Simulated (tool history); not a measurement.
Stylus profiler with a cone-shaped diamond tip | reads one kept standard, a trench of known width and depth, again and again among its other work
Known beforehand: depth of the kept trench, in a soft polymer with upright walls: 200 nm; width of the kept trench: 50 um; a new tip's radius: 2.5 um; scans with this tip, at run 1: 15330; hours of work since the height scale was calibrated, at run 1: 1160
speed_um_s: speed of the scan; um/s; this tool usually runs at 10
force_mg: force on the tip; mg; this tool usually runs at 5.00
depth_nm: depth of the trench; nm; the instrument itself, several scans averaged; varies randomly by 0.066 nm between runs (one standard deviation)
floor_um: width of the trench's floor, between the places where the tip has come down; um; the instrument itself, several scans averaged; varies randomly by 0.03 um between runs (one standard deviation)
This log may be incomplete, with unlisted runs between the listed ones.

run   hour  speed_um_s  force_mg  scans with this tip  hours of work since the height scale was calibrated  depth_nm  floor_um
  1    0.0          10      5.00                15330                                                 1160    204.96     46.72
  2   24.4          10      5.00                15580                                                 1179    204.76     46.66
  3   38.1          10      8.76                15721                                                 1190    206.99     46.75
  4   51.3          10      8.76                15856                                                 1200    207.02     46.66
  5   75.3          10      8.76                16102                                                 1218    207.02     46.74
  6   88.9          10     12.78                16241                                                 1229    208.77     46.64
  7  107.0          10     12.78                16427                                                 1243    208.87     46.64
  8  123.6          14     12.78                16597                                                 1256    208.71     46.65
  9  153.2          24      5.00                16901                                                 1279    204.97     46.60
 10  178.8          24      2.33                17164                                                 1299    203.29     46.52
     207.9  -- new tip fitted, height scale calibrated
 11  210.2          24      2.33                   23                                                    2    202.63     47.85
 12  231.2          24      9.87                  238                                                   18    206.93     47.95
 13  244.9          24      9.87                  379                                                   29    206.91     47.92
 14  259.5          10     10.22                  529                                                   40    207.16     47.96
 15  273.2          10     10.22                  669                                                   51    207.02     47.95
 16  300.8          10     10.22                  952                                                   72    207.09     47.90
 17  315.6          10     10.22                 1104                                                   84    207.03     47.87
 18  332.9          27     10.22                 1282                                                   97    207.14     47.79
 19  350.4          27     10.22                 1461                                                  111    207.00     47.76
 20  370.7          27     10.22                 1669                                                  126    207.09     47.79
 21  391.7          10      3.60                 1885                                                  143    203.55     47.73
 22  406.9          10      3.60                 2041                                                  154    203.40     47.80
 23  427.7          10      3.60                 2254                                                  171    203.54     47.79
 24  457.7          10      3.60                 2562                                                  194    203.59     47.68
 25  473.9           2      3.87                 2729                                                  206    203.72     47.71
 26  505.4           2      3.87                 3051                                                  231    203.70     47.69
 27  526.3           6      4.14                 3266                                                  247    203.86     47.69
 28  543.5           6      4.14                 3442                                                  260    203.99     47.62
 29  569.1          10     11.74                 3705                                                  280    207.91     47.62
 30  598.3          10     11.74                 4005                                                  303    207.88     47.56
 31  628.0          18      2.24                 4309                                                  326    202.63     47.48
 32  654.0          10     11.62                 4576                                                  346    207.83     47.56
 33  675.4          16      3.25                 4795                                                  363    203.30     47.50
 34  705.8          17      5.00                 5106                                                  386    204.52     47.42
 35  733.6          17      5.00                 5392                                                  408    204.55     47.47
 36  748.0           3      1.80                 5540                                                  419    202.33     47.47
 37  766.0          12      3.81                 5725                                                  433    203.77     47.42
 38  785.0          16     11.52                 5920                                                  448    207.95     47.42
 39  804.4          16     11.52                 6118                                                  463    207.76     47.43
 40  828.8          16     11.52                 6369                                                  482    207.79     47.34
 41  847.2          16     11.52                 6558                                                  496    207.80     47.32
 42  860.8          16     11.52                 6696                                                  507    207.84     47.39
 43  875.7          16     11.52                 6849                                                  518    207.91     47.34
 44  889.0           8      3.26                 6986                                                  529    203.39     47.29
 45  904.2           8      3.26                 7142                                                  540    203.46     47.30
 46  926.6          20      1.95                 7371                                                  558    202.58     47.16
 47  942.9          20      1.95                 7539                                                  570    202.46     47.14
 48  961.8          22     12.84                 7733                                                  585    208.43     47.24

Measured minus without-hidden-state, run by run (identical run-to-run variation in each term; gauge scatter may differ):
Hidden conditions of the tool in this case: radius of the tip, um; height scale over the true one, %; drift of the gauge itself on depth_nm, %; drift of the gauge itself on floor_um, %.
run  depth_nm  floor_um
  1     +0.52     -1.26
  2     +0.52     -1.29
  3     +0.53     -1.29
  4     +0.54     -1.30
  5     +0.54     -1.32
  6     +0.55     -1.33
  7     +0.56     -1.34
  8     +0.56     -1.36
  9     +0.56     -1.37
 10     +0.56     -1.39
 11     -0.03     -0.03
 12     -0.02     -0.05
 13     -0.02     -0.07
 14     -0.02     -0.08
 15     -0.01     -0.09
 16     +0.00     -0.12
 17     +0.00     -0.14
 18     +0.00     -0.16
 19     +0.01     -0.18
 20     +0.01     -0.19
 21     +0.02     -0.22
 22     +0.03     -0.24
 23     +0.03     -0.26
 24     +0.04     -0.29
 25     +0.04     -0.31
 26     +0.06     -0.34
 27     +0.06     -0.36
 28     +0.06     -0.38
 29     +0.07     -0.40
 30     +0.09     -0.44
 31     +0.09     -0.46
 32     +0.10     -0.48
 33     +0.11     -0.50
 34     +0.11     -0.53
 35     +0.12     -0.55
 36     +0.12     -0.57
 37     +0.13     -0.59
 38     +0.14     -0.60
 39     +0.15     -0.62
 40     +0.15     -0.64
 41     +0.16     -0.65
 42     +0.16     -0.67
 43     +0.17     -0.68
 44     +0.16     -0.69
 45     +0.17     -0.70
 46     +0.18     -0.72
 47     +0.18     -0.74
 48     +0.19     -0.76
